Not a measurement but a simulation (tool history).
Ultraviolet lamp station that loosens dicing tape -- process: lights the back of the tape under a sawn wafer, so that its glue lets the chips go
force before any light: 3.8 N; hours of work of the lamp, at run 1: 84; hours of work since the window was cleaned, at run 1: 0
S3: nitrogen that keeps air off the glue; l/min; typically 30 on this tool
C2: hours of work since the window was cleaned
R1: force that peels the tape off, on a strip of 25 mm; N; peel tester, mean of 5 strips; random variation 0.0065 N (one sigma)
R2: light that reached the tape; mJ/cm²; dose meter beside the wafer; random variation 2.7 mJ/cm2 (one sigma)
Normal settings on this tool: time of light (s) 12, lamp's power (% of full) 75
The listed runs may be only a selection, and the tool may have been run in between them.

Run 1, hour 0.0: usual settings; hours of work of the lamp 84; C2 0. Result: R1 0.205 N, R2 349 mJ/cm².
Run 2, hour 11.9: usual settings; hours of work of the lamp 92; C2 8. Result: R1 0.214 N, R2 348 mJ/cm².
Run 3, hour 25.8: usual settings but lamp's power (% of full) 61; hours of work of the lamp 101; C2 17. Result: R1 0.327 N, R2 288 mJ/cm².
Run 4, hour 33.7: usual settings but time of light (s) 22; hours of work of the lamp 106; C2 22. Result: R1 0.072 N, R2 642 mJ/cm².
Run 5, hour 43.3: usual settings but time of light (s) 14; hours of work of the lamp 112; C2 28. Result: R1 0.149 N, R2 409 mJ/cm².
Run 6, hour 53.9: usual settings; hours of work of the lamp 119; C2 35. Result: R1 0.213 N, R2 350 mJ/cm².
Run 7, hour 61.2: usual settings; hours of work of the lamp 123; C2 40. Result: R1 0.207 N, R2 351 mJ/cm².
Run 8, hour 70.9: usual settings; hours of work of the lamp 130; C2 46. Result: R1 0.212 N, R2 351 mJ/cm².
Run 9, hour 78.8: usual settings; hours of work of the lamp 135; C2 51. Result: R1 0.207 N, R2 354 mJ/cm².
Run 10, hour 87.7: usual settings; hours of work of the lamp 141; C2 57. Result: R1 0.200 N, R2 352 mJ/cm².
Run 11, hour 96.7: usual settings; hours of work of the lamp 147; C2 63. Result: R1 0.209 N, R2 353 mJ/cm².
Run 12, hour 105.9: usual settings but time of light (s) 6, lamp's power (% of full) 90, S3 15 l/min; hours of work of the lamp 152; C2 69. Result: R1 0.757 N, R2 208 mJ/cm².
Run 13, hour 118.0: usual settings but time of light (s) 16, lamp's power (% of full) 78, S3 19 l/min; hours of work of the lamp 160; C2 77. Result: R1 0.131 N, R2 486 mJ/cm².
Run 14, hour 125.0: usual settings but time of light (s) 16, lamp's power (% of full) 90, S3 16 l/min; hours of work of the lamp 165; C2 81. Result: R1 0.099 N, R2 564 mJ/cm².

For run 15, what comes out?
Run 15, hour 134.3: usual settings but lamp's power (% of full) 69, S3 11 l/min; hours of work of the lamp 171; C2 87. Result: R1 ?, R2 ?.

{"run 15": {"R1": 0.423, "R2": 320}}
If the tool had no hidden condition, the same run with the same run-to-run variation would have returned R1 0.423 N, R2 320 mJ/cm².
